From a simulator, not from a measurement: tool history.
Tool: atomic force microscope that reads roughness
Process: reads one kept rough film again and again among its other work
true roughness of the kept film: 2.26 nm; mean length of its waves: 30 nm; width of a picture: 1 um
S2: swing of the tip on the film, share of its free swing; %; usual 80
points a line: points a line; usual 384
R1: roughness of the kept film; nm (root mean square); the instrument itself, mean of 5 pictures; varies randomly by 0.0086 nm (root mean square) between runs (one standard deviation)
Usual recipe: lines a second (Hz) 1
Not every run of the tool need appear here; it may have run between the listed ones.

Run 1, hour 0: usual settings. Result: R1 1.828 nm (root mean square).
Run 2, hour 8.3: usual settings but S2 61 %. Result: R1 1.865 nm (root mean square).
Run 3, hour 17.9: usual settings but S2 61 %. Result: R1 1.859 nm (root mean square).
Run 4, hour 25.9: usual settings but S2 61 %. Result: R1 1.823 nm (root mean square).
Run 5, hour 35.2: usual settings. Result: R1 1.755 nm (root mean square).
Run 6, hour 53.3: usual settings. Result: R1 1.705 nm (root mean square).
Run 7, hour 71.1: usual settings. Result: R1 1.688 nm (root mean square).
Run 8, hour 90: usual settings. Result: R1 1.642 nm (root mean square).
Run 9, hour 108.5: usual settings. Result: R1 1.606 nm (root mean square).
Run 10, hour 123.6: usual settings. Result: R1 1.572 nm (root mean square).
Run 11, hour 133: usual settings. Result: R1 1.555 nm (root mean square).
Run 12, hour 150.8: usual settings. Result: R1 1.548 nm (root mean square).
At hour 155.2: new tip fitted.
Run 13, hour 160.4: usual settings. Result: R1 1.895 nm (root mean square).
Run 14, hour 177.8: usual settings. Result: R1 1.851 nm (root mean square).
Run 15, hour 186.4: usual settings. Result: R1 1.816 nm (root mean square).
Run 16, hour 205.2: usual settings but lines a second (Hz) 1.54, S2 56 %, points a line 351. Result: R1 1.866 nm (root mean square).
Run 17, hour 220.8: usual settings but lines a second (Hz) 1.16, S2 73 %, points a line 786. Result: R1 1.8 nm (root mean square).
Run 18, hour 237.2: usual settings but lines a second (Hz) 1.16, S2 73 %, points a line 786. Result: R1 1.747 nm (root mean square).
Run 19, hour 251.1: usual settings but S2 90 %. Result: R1 1.636 nm (root mean square).
Run 20, hour 261.6: usual settings but lines a second (Hz) 0.89, S2 89 %, points a line 992. Result: R1 1.653 nm (root mean square).
Run 21, hour 280.2: usual settings but lines a second (Hz) 0.89, S2 89 %, points a line 992. Result: R1 1.614 nm (root mean square).
Run 22, hour 289.9: usual settings but lines a second (Hz) 0.76, S2 89 %, points a line 992. Result: R1 1.612 nm (root mean square).
Run 23, hour 308.4: usual settings but lines a second (Hz) 3.49, points a line 289. Result: R1 1.362 nm (root mean square).
Run 24, hour 319.8: usual settings but lines a second (Hz) 0.83, S2 78 %, points a line 362. Result: R1 1.587 nm (root mean square).
Run 25, hour 338.9: usual settings but lines a second (Hz) 3.35, S2 70 %, points a line 553. Result: R1 1.442 nm (root mean square).
Run 26, hour 347.3: usual settings but lines a second (Hz) 1.44, S2 70 %, points a line 553. Result: R1 1.531 nm (root mean square).
At hour 357.1: new tip fitted.
Run 27, hour 363.8: usual settings but lines a second (Hz) 1.44, S2 58 %, points a line 280. Result: R1 1.95 nm (root mean square).
Run 28, hour 378.9: usual settings but lines a second (Hz) 1.25, S2 67 %, points a line 1008. Result: R1 1.917 nm (root mean square).
Run 29, hour 396: usual settings but lines a second (Hz) 1.25, S2 67 %, points a line 903. Result: R1 1.861 nm (root mean square).
Run 30, hour 415.6: usual settings but lines a second (Hz) 1.81, S2 60 %, points a line 439. Result: R1 1.837 nm (root mean square).

4 options for the next run, each taken on its own from the tool as it stands now. Forecast them:
Run A, hour 430.6: usual settings but lines a second (Hz) 2.48, S2 74 %. Result: R1 ?.
Run B, hour 430.6: usual settings but points a line 932. Result: R1 ?.
Run C, hour 430.6: usual settings but lines a second (Hz) 0.6, points a line 326. Result: R1 ?.
Run D, hour 430.6: usual settings but lines a second (Hz) 1.81, S2 82 %, points a line 439. Result: R1 ?.

run     R1
  A  1.643
  B  1.754
  C  1.778
  D  1.625
Without the tool's hidden state the same runs would have given:
run     R1
  A  1.805
  B  1.925
  C  1.952
  D  1.784

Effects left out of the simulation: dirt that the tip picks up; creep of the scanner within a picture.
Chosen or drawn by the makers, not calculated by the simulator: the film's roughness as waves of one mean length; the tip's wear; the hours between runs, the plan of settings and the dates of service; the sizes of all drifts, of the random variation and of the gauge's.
